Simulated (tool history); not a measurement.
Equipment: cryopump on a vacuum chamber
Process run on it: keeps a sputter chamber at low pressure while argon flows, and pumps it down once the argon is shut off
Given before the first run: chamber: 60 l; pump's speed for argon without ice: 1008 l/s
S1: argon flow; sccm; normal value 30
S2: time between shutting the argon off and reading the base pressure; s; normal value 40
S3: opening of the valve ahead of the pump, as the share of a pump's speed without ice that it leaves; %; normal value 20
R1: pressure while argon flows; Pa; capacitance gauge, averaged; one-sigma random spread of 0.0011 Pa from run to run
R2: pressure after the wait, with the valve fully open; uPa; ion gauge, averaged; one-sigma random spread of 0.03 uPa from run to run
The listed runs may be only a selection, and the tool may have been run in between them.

run    hour  S1   S2  S3      R1    R2
  1       0  30   40  20  0.2613  2.12
  2    27.2  30   40  20  0.2632  2.23
  3    69.7  30   40  20  0.2633  2.26
  4   110.6  20   40  20  0.1759  2.33
  5     138  20   40  20   0.177  2.35
  6   165.5  20   40  20  0.1774  2.28
  7   211.9  20   40  20  0.1771  2.29
  8   239.6  30   40  20  0.2667  2.42
  9   285.3  30   40  21  0.2581   2.4
 10   312.7  13   40  20  0.1177   2.5
 11   339.7  13  136  20  0.1173  1.63
 12     384  41   40  20  0.3715  2.47
 13   416.3  41   40  20  0.3734  2.65
 14   440.1  30   40  25  0.2244  2.63
 15   487.4  30   32  25  0.2253  2.97
 16   523.6  12   40  20  0.1128  2.79
 17   546.8  12   40  20  0.1111  2.69
      575.1  -- pump warmed up, emptied and cooled again
 18   581.5  12   40  20  0.1018  2.18
 19   624.5  12   40  20  0.1002   2.2
 20   649.8  16   40  26  0.1054  2.25
 21   668.7  16   40  26  0.1051  2.35
 22   693.2  29  196  47   0.105  1.35
 23   734.6  26  196  24  0.1835  1.38
 24   781.4  17   75  27   0.108   1.8
 25   824.8  21   41  20  0.1795   2.3
 26   869.5  47  133  20  0.4032  1.62
 27   891.2  47  133  20   0.403  1.69
 28     937  30   78  19  0.2719  1.94
 29   960.1  29  120  19  0.2653   1.8
 30   983.3  22   40  20  0.1896  2.61
 31  1015.3  22   40  24  0.1618  2.56
 32  1054.9  42  208  17  0.4277  1.64
 33  1076.2  20   40  27  0.1321   2.7
 34  1118.6  20  274  27  0.1331  1.67

4 options for the next run, each taken on its own from the tool as it stands now. Forecast them:
  A  1162.6  15  40  29   ?   ?
  B  1162.6  30  40  30   ?   ?
  C  1162.6  16  53  27   ?   ?
  D  1162.6  20  83  15   ?   ?

run      R1    R2
  A  0.0935  2.69
  B  0.1822  2.76
  C  0.1074  2.45
  D   0.232  2.18
Without the tool's unlogged condition, the same runs would have read:
run      R1    R2
  A  0.0865  1.45
  B  0.1681  1.51
  C  0.0999  1.21
  D  0.2226  0.92
